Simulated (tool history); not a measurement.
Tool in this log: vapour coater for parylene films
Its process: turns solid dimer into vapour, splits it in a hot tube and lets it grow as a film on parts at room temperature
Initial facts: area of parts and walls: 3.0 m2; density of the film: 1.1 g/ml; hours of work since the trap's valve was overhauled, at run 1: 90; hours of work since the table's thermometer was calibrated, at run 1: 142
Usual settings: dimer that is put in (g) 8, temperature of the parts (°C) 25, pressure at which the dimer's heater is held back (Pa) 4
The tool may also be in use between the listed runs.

run   hour  dimer that is put in (g)  temperature of the parts (°C)  pressure at which the dimer's heater is held back (Pa)  hours of work since the trap's valve was overhauled  hours of work since the table's thermometer was calibrated  thickness of the film (um)
  1      0                         8                             25                                                       4                                                   90                                                         142                        1.15
  2   10.7                         8                             25                                                       4                                                   96                                                         149                        1.16
  3   18.4                         8                             25                                                       4                                                  101                                                         154                        1.14
  4   28.5                         5                             25                                                       4                                                  108                                                         161                        0.69
  5   38.1                         8                             24                                                       4                                                  114                                                         167                        1.23
  6   52.9                         8                             24                                                       4                                                  124                                                         177                        1.19
  7   68.1                         8                             25                                                       4                                                  133                                                         186                        1.17
  8   76.1                         8                             32                                                       4                                                  139                                                         191                        0.88
  9   90.6                        12                             25                                                       4                                                  148                                                         201                        1.73
 10  107.1                         8                             25                                                    5.74                                                  158                                                         211                        1.08
 11  117.3                         8                             25                                                    2.55                                                  165                                                         218                        1.21
 12  131.2                         5                             21                                                    2.55                                                  174                                                         227                        0.85
 13  142.3                         5                             21                                                    2.55                                                  181                                                         234                        0.87

What will run 14 give?
 14  152.4                         5                             21                                                    2.55                                                  188                                                         241                           ?

Run 14 yielded thickness of the film (um) 0.88.
Had the tool carried no hidden state, the very same run would have given thickness of the film (um) 0.89.

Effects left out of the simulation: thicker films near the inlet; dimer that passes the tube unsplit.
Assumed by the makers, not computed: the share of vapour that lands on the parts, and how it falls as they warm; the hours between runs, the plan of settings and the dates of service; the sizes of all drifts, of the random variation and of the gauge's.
